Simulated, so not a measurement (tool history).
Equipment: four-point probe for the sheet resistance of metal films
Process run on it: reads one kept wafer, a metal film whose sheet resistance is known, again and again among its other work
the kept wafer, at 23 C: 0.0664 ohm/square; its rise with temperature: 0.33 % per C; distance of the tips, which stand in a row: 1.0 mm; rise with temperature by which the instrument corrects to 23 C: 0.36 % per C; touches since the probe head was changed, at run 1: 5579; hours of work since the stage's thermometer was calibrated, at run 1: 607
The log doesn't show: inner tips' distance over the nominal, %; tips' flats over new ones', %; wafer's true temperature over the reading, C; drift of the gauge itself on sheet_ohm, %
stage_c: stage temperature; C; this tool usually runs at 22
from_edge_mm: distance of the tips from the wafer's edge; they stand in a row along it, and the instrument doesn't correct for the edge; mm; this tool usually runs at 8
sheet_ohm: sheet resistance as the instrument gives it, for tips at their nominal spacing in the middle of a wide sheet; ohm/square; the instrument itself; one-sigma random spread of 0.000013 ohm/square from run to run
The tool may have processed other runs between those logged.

| run | hour | stage_c | from_edge_mm | touches since the probe head was changed | hours of work since the stage's thermometer was calibrated | sheet_ohm |
|---|---|---|---|---|---|---|
| 1 | 0.0 | 22 | 8 | 5579 | 607 | 0.066953 |
| 2 | 133.6 | 22 | 8 | 14369 | 712 | 0.066961 |
| 3 | 226.8 | 22 | 8 | 20504 | 786 | 0.066982 |
| 4 | 292.6 | 22 | 8 | 24834 | 838 | 0.066962 |
| 5 | 427.7 | 22 | 8 | 33725 | 945 | 0.066976 |
| 6 | 529.8 | 22 | 8 | 40446 | 1026 | 0.066992 |
| 7 | 590.4 | 22 | 8 | 44433 | 1074 | 0.066957 |
| 8 | 690.4 | 22 | 8 | 51010 | 1153 | 0.066963 |
| 9 | 776.7 | 21 | 8 | 56689 | 1221 | 0.066999 |
| 10 | 892.8 | 21 | 8 | 64333 | 1313 | 0.066981 |
|  | 994.1 | stage's thermometer calibrated |
| 11 | 1008.1 | 21 | 8 | 71884 | 11 | 0.067004 |
| 12 | 1121.9 | 21 | 8 | 79374 | 101 | 0.066970 |
| 13 | 1233.7 | 26 | 8 | 86729 | 190 | 0.066923 |
|  | 1251.5 | new probe head fitted |
| 14 | 1318.6 | 22 | 8 | 4414 | 256 | 0.066964 |
| 15 | 1445.7 | 22 | 8 | 12784 | 357 | 0.066976 |
| 16 | 1546.2 | 22 | 8 | 19392 | 436 | 0.066945 |
| 17 | 1630.4 | 24 | 7 | 24938 | 503 | 0.067090 |
| 18 | 1744.5 | 26 | 49 | 32444 | 593 | 0.066361 |
| 19 | 1821.8 | 28 | 5 | 37529 | 654 | 0.067680 |
| 20 | 1929.1 | 22 | 8 | 44594 | 739 | 0.066991 |
| 21 | 2022.6 | 28 | 25 | 50746 | 813 | 0.066345 |
| 22 | 2155.1 | 28 | 25 | 59467 | 918 | 0.066351 |
| 23 | 2270.0 | 28 | 25 | 67029 | 1009 | 0.066340 |
| 24 | 2342.9 | 28 | 25 | 71824 | 1067 | 0.066353 |
| 25 | 2463.8 | 28 | 25 | 79782 | 1162 | 0.066355 |
|  | 2587.0 | new probe head fitted |
| 26 | 2595.3 | 24 | 22 | 545 | 1266 | 0.066464 |
| 27 | 2734.0 | 24 | 22 | 9668 | 1375 | 0.066465 |
|  | 2757.9 | stage's thermometer calibrated |
| 28 | 2847.1 | 30 | 59 | 17082 | 71 | 0.066296 |
| 29 | 2958.6 | 23 | 3 | 24419 | 159 | 0.070138 |
| 30 | 3049.8 | 21 | 6 | 30417 | 231 | 0.067429 |
| 31 | 3183.8 | 32 | 26 | 39235 | 337 | 0.066281 |
| 32 | 3317.9 | 27 | 19 | 48065 | 443 | 0.066424 |

What differs in the tool's unlogged condition from the final listed run ahead of each entry between runs to the first listed run following it?
Between runs 10 and 11: stage's thermometer calibrated (hour 994.1)
  inner tips' distance over the nominal, %: -0.002 -> -0.003
Between runs 13 and 14: new probe head fitted (hour 1251.5)
  tips' flats over new ones', %: 1 -> 0
Between runs 25 and 26: new probe head fitted (hour 2587.0)
  inner tips' distance over the nominal, %: -0.009 -> -0.002
Between runs 27 and 28: stage's thermometer calibrated (hour 2757.9)
  no difference in the tool's unlogged condition between these two runs
